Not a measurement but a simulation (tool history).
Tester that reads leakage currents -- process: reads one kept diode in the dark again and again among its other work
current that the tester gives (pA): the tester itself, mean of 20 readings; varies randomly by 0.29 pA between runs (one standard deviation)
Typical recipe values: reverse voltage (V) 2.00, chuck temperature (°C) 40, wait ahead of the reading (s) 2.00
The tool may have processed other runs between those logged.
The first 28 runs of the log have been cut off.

run      day  reverse voltage (V)  chuck temperature (°C)  wait ahead of the reading (s)  hours of work since the probe card was cleaned  hours of work since the tester was calibrated  hours of work since the chuck was calibrated  current that the tester gives (pA)
     176.654  -- tester calibrated
 29  177.471                 2.00                      29                           2.00                                            1021                                             15                                           331                               42.49
 30  184.175                 2.00                      29                           2.00                                            1144                                            138                                           454                               42.79
 31  189.904                 2.00                      29                           2.00                                            1249                                            243                                           559                               43.40
 32  195.292                 2.00                      29                           2.00                                            1347                                            341                                           658                               44.00
 33  200.171                15.69                      56                           0.55                                            1437                                            431                                           747                              811.92
 34  209.217                15.69                      56                           0.55                                            1602                                            596                                           913                              825.18
     213.025  -- probe card cleaned and baked
 35  215.238                15.69                      56                           0.55                                              41                                            704                                          1021                              803.71
 36  220.121                14.18                      37                           0.55                                             130                                            794                                          1110                              194.65
 37  229.254                14.18                      37                           0.55                                             297                                            961                                          1277                              199.84
 38  235.196                11.08                      40                           4.38                                             406                                           1070                                          1386                              221.31

Alternative continuations, all from the tool just after run 38; predict every row:
  A  243.292                11.08                      30                           1.15                                             554                                           1218                                          1534                                   ?
  B  243.292                 2.21                      47                           4.16                                             554                                           1218                                          1534                                   ?
  C  243.292                 5.12                      48                           4.38                                             554                                           1218                                          1534                                   ?
  D  243.292                 2.00                      40                           3.72                                             554                                           1218                                          1534                                   ?
  E  243.292                 6.53                      40                           2.00                                             554                                           1218                                          1534                                   ?

run  current that the tester gives (pA)
  A                              107.28
  B                              195.65
  C                              294.31
  D                              109.62
  E                              180.84
The same runs, with their run-to-run variation unchanged, on a tool lacking any hidden condition would have given:
run  current that the tester gives (pA)
  A                               88.79
  B                              172.05
  C                              258.19
  D                               95.53
  E                              156.18
